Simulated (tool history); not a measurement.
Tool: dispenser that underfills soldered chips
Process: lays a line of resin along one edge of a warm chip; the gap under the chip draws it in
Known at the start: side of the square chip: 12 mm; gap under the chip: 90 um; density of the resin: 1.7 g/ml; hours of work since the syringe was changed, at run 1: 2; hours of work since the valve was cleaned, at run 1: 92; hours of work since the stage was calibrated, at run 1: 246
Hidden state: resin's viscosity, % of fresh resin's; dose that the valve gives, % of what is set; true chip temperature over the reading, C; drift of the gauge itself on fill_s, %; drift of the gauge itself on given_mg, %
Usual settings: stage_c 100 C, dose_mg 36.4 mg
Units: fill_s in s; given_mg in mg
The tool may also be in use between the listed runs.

run,hour,stage_c,dose_mg,hours of work since the syringe was changed,hours of work since the valve was cleaned,hours of work since the stage was calibrated,fill_s,given_mg
1,0,100,36.4,2,92,246,51.4,33.16
# hour 6.1: new syringe of resin
2,6.7,100,38.3,0,96,250,48.3,34.67
3,12.8,100,38.3,4,100,254,56.5,34.11
# hour 14.7: new syringe of resin
4,18.4,100,38.3,2,104,257,50.4,34.4
# hour 23.4: new syringe of resin
5,25.2,100,38.3,1,108,261,50.5,34.09
# hour 32.3: new syringe of resin
6,34.4,100,38.3,1,114,267,49.6,34.06
# hour 41.4: new syringe of resin
7,41.8,100,36.4,0,118,272,48.1,32.04
# hour 50.3: new syringe of resin
8,51.8,100,36.4,1,125,278,48.9,31.83
# hour 59.4: new syringe of resin
9,61.2,100,36.4,1,130,284,50.3,31.65
10,66.2,100,36.4,4,134,287,56.9,31.33
# hour 68.1: new syringe of resin
11,75.2,100,36.4,5,139,293,56.5,31.48
# hour 77.2: new syringe of resin
# hour 81.2: dispensing valve cleaned and set on the balance
12,86.2,100,43.5,5,3,299,57,43.65
# hour 87: new syringe of resin
# hour 95.9: new syringe of resin
13,97.4,100,43.5,1,10,306,47,43.2
14,102.7,100,43.5,4,13,309,54,42.99
# hour 104.5: new syringe of resin
15,110.3,100,43.5,4,18,314,51.5,42.99
# hour 113.7: new syringe of resin
16,119.5,100,43.5,4,24,320,52.3,42.45
# hour 122.1: new syringe of resin
17,127.3,112,44.4,3,29,324,39.4,43.23
# hour 131.2: new syringe of resin
18,134.8,114,44.4,2,33,329,35.9,43.35
# hour 139.7: new syringe of resin
19,141.6,114,44.4,1,38,333,34.7,42.89
# hour 148.2: new syringe of resin
20,151,114,44.4,2,44,339,34.5,42.45
# hour 156.7: new syringe of resin
21,161.5,97,33.9,3,50,346,57.8,32.25

5 ways to go on from here, each from the tool as it stands after run 21. What would each give?
# hour 165.6: new syringe of resin
A,168,93,38.8,2,54,350,?,?
# hour 165.6: new syringe of resin
B,168,89,38.6,2,54,350,?,?
# hour 165.6: new syringe of resin
C,168,97,42.2,2,54,350,?,?
# hour 165.6: new syringe of resin
D,168,95,34,2,54,350,?,?
# hour 165.6: new syringe of resin
E,168,94,46.2,2,54,350,?,?

run,fill_s,given_mg
A,59.6,36.85
B,66.1,36.65
C,53.4,39.76
D,56.3,32.3
E,57.2,44.25
Without the tool's hidden state the same runs would have given:
run,fill_s,given_mg
A,59.8,38.77
B,66.5,38.55
C,53.6,41.83
D,56.3,33.98
E,57.6,46.55
